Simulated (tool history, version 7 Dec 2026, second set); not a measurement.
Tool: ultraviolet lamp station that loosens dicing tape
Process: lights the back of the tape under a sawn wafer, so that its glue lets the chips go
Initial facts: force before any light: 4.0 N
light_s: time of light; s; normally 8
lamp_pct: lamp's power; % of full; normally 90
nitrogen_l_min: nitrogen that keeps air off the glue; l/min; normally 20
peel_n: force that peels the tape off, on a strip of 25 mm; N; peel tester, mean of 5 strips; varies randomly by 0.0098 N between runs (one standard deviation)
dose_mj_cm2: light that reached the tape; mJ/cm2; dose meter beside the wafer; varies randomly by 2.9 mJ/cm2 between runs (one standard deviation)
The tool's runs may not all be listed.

run 1 hour=0 | light_s=8 lamp_pct=90 nitrogen_l_min=20 | peel_n=0.509 dose_mj_cm2=370
run 2 hour=14.6 | light_s=8 lamp_pct=90 nitrogen_l_min=20 | peel_n=0.509 dose_mj_cm2=373
run 3 hour=26.7 | light_s=8 lamp_pct=90 nitrogen_l_min=20 | peel_n=0.483 dose_mj_cm2=373
run 4 hour=41.4 | light_s=8 lamp_pct=63 nitrogen_l_min=20 | peel_n=0.847 dose_mj_cm2=252
run 5 hour=57.7 | light_s=8 lamp_pct=63 nitrogen_l_min=20 | peel_n=0.8 dose_mj_cm2=255
run 6 hour=73 | light_s=8 lamp_pct=90 nitrogen_l_min=20 | peel_n=0.507 dose_mj_cm2=366
run 7 hour=83.9 | light_s=8 lamp_pct=90 nitrogen_l_min=20 | peel_n=0.52 dose_mj_cm2=362
run 8 hour=92.1 | light_s=8 lamp_pct=90 nitrogen_l_min=20 | peel_n=0.502 dose_mj_cm2=368
run 9 hour=105 | light_s=8 lamp_pct=90 nitrogen_l_min=20 | peel_n=0.509 dose_mj_cm2=364
run 10 hour=116.4 | light_s=8 lamp_pct=90 nitrogen_l_min=20 | peel_n=0.511 dose_mj_cm2=366
run 11 hour=132.9 | light_s=8 lamp_pct=90 nitrogen_l_min=28 | peel_n=0.454 dose_mj_cm2=363
run 12 hour=151.2 | light_s=8 lamp_pct=90 nitrogen_l_min=28 | peel_n=0.48 dose_mj_cm2=361
run 13 hour=159.4 | light_s=6 lamp_pct=90 nitrogen_l_min=20 | peel_n=0.776 dose_mj_cm2=271
run 14 hour=171.6 | light_s=6 lamp_pct=90 nitrogen_l_min=20 | peel_n=0.762 dose_mj_cm2=267
run 15 hour=188.2 | light_s=8 lamp_pct=90 nitrogen_l_min=14 | peel_n=0.604 dose_mj_cm2=356
run 16 hour=205.6 | light_s=8 lamp_pct=90 nitrogen_l_min=14 | peel_n=0.615 dose_mj_cm2=354
run 17 hour=216.4 | light_s=8 lamp_pct=90 nitrogen_l_min=14 | peel_n=0.585 dose_mj_cm2=346
run 18 hour=229.2 | light_s=8 lamp_pct=90 nitrogen_l_min=14 | peel_n=0.638 dose_mj_cm2=350
-- hour=230.7 window cleaned of glue's vapour
run 19 hour=246.5 | light_s=8 lamp_pct=90 nitrogen_l_min=14 | peel_n=0.633 dose_mj_cm2=343
run 20 hour=260.9 | light_s=8 lamp_pct=90 nitrogen_l_min=14 | peel_n=0.638 dose_mj_cm2=344
run 21 hour=279 | light_s=13 lamp_pct=64 nitrogen_l_min=24 | peel_n=0.431 dose_mj_cm2=395
-- hour=288.8 window cleaned of glue's vapour, once more
run 22 hour=290.6 | light_s=8 lamp_pct=90 nitrogen_l_min=9 | peel_n=0.645 dose_mj_cm2=384
run 23 hour=304.2 | light_s=8 lamp_pct=90 nitrogen_l_min=9 | peel_n=0.65 dose_mj_cm2=383
run 24 hour=322 | light_s=8 lamp_pct=90 nitrogen_l_min=16 | peel_n=0.526 dose_mj_cm2=381
run 25 hour=331.9 | light_s=8 lamp_pct=90 nitrogen_l_min=16 | peel_n=0.53 dose_mj_cm2=373
run 26 hour=350.6 | light_s=8 lamp_pct=79 nitrogen_l_min=20 | peel_n=0.601 dose_mj_cm2=328
run 27 hour=363.2 | light_s=10 lamp_pct=90 nitrogen_l_min=20 | peel_n=0.388 dose_mj_cm2=473
run 28 hour=376.4 | light_s=5 lamp_pct=90 nitrogen_l_min=25 | peel_n=0.844 dose_mj_cm2=229
run 29 hour=394.5 | light_s=5 lamp_pct=90 nitrogen_l_min=6 | peel_n=1.406 dose_mj_cm2=235
run 30 hour=404.1 | light_s=5 lamp_pct=90 nitrogen_l_min=6 | peel_n=1.45 dose_mj_cm2=231
run 31 hour=415.3 | light_s=5 lamp_pct=66 nitrogen_l_min=36 | peel_n=1.213 dose_mj_cm2=172
run 32 hour=426.3 | light_s=7 lamp_pct=92 nitrogen_l_min=17 | peel_n=0.626 dose_mj_cm2=327

Forecast run 33:
run 33 hour=441.3 | light_s=8 lamp_pct=67 nitrogen_l_min=20 | peel_n=? dose_mj_cm2=?

peel_n: 0.744 N
dose_mj_cm2: 268 mJ/cm2
With no hidden state in the tool, this same run would have given peel_n 0.619 N, dose_mj_cm2 306 mJ/cm2.

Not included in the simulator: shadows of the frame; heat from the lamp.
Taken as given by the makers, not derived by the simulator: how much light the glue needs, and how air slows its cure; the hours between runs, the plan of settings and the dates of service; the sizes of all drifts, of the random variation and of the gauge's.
